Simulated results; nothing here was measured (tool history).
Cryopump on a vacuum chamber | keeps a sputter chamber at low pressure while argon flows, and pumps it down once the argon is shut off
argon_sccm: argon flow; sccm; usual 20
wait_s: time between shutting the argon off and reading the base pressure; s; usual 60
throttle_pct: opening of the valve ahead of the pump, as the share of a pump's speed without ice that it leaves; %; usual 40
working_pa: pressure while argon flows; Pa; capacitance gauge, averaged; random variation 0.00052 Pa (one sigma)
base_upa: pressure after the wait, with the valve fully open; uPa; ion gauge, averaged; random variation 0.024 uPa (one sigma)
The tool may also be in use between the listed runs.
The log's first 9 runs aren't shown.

run,hour,argon_sccm,wait_s,throttle_pct,working_pa,base_upa
10,485.8,29,141,40,0.0567,1.02
11,541.4,29,141,40,0.0561,1.14
12,602.4,29,141,40,0.0572,1.17
13,654.2,29,141,40,0.0574,1.09
14,694.2,29,141,40,0.0566,1.14
15,731.8,20,60,40,0.0386,1.60
16,780.7,20,121,40,0.0396,1.28
17,843.2,20,63,40,0.0395,1.67
18,901.3,17,199,40,0.0339,1.19
19,964.6,38,97,28,0.1073,1.43
20,1013.8,38,97,28,0.1058,1.51
21,1067.4,20,60,24,0.0655,1.83
22,1107.4,20,22,41,0.0397,3.11
23,1167.7,20,22,41,0.0393,3.12
24,1218.7,20,22,41,0.0386,3.02
25,1266.1,28,280,41,0.0553,1.36
26,1333.5,28,280,41,0.0551,1.33
27,1409.7,13,44,44,0.0246,2.30
28,1490.3,37,39,49,0.0622,2.45
29,1538.7,37,39,49,0.0631,2.46
30,1577.5,19,127,35,0.0448,1.69
31,1645.8,27,151,34,0.0645,1.63
32,1691.8,27,151,34,0.0655,1.65
33,1758.8,18,125,22,0.0656,1.81

4 ways to go on from here, each from the tool as it stands after run 33. What would each give?
A,1831.1,25,125,22,?,?
B,1831.1,9,99,30,?,?
C,1831.1,18,32,22,?,?
D,1831.1,20,144,40,?,?

run,working_pa,base_upa
A,0.0925,1.85
B,0.0245,1.91
C,0.0654,2.94
D,0.0418,1.79
Without the tool's hidden state the same runs would have given:
run,working_pa,base_upa
A,0.0877,0.52
B,0.0227,0.56
C,0.0619,1.58
D,0.0380,0.44
